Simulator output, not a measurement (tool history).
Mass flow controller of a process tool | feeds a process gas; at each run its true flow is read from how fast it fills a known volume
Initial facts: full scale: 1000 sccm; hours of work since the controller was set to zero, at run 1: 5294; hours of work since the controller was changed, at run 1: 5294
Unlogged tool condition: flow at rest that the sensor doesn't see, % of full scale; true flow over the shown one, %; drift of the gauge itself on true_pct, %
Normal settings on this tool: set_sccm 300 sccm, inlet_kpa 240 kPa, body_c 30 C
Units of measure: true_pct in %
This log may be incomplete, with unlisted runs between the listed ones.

| run | hour | set_sccm | inlet_kpa | body_c | hours of work since the controller was set to zero | hours of work since the controller was changed | true_pct |
|---|---|---|---|---|---|---|---|
| 1 | 0.0 | 300 | 240 | 30 | 5294 | 5294 | 97.98 |
| 2 | 413.3 | 300 | 240 | 30 | 5553 | 5553 | 98.16 |
| 3 | 771.1 | 300 | 240 | 30 | 5778 | 5778 | 98.10 |
| 4 | 1058.1 | 300 | 240 | 30 | 5958 | 5958 | 98.15 |
| 5 | 1284.2 | 300 | 240 | 30 | 6100 | 6100 | 98.12 |
|  | 1325.1 | controller exchanged for a calibrated one |
| 6 | 1518.7 | 300 | 240 | 30 | 121 | 121 | 97.87 |
| 7 | 1697.7 | 300 | 240 | 30 | 234 | 234 | 97.78 |
| 8 | 2122.4 | 300 | 239 | 30 | 500 | 500 | 97.84 |
| 9 | 2496.0 | 300 | 240 | 30 | 735 | 735 | 97.82 |
| 10 | 2767.4 | 300 | 240 | 30 | 905 | 905 | 97.89 |
| 11 | 3101.1 | 473 | 204 | 30 | 1115 | 1115 | 98.34 |
| 12 | 3415.9 | 580 | 153 | 40 | 1312 | 1312 | 97.90 |
| 13 | 3852.1 | 688 | 240 | 20 | 1586 | 1586 | 100.08 |
| 14 | 4202.3 | 300 | 240 | 26 | 1806 | 1806 | 98.23 |
| 15 | 4476.3 | 300 | 218 | 23 | 1978 | 1978 | 98.19 |
| 16 | 4779.3 | 300 | 274 | 23 | 2168 | 2168 | 98.58 |
| 17 | 5159.3 | 520 | 240 | 35 | 2406 | 2406 | 98.79 |

Below, some changes in true_pct between adjacent runs. For each, the amount present without the hidden state too (settings, incoming material, random variation) and the amount remaining for the hidden state with gauge scatter not shared by both compared results:
Run 12 -> 13: set_sccm 580 -> 688, inlet_kpa 153 -> 240, body_c 40 -> 20. true_pct +2.18 %: hidden state +0.11, all else +2.07.
Run 16 -> 17: set_sccm 300 -> 520, inlet_kpa 274 -> 240, body_c 23 -> 35. true_pct +0.21 %: hidden state +0.41, all else -0.20.
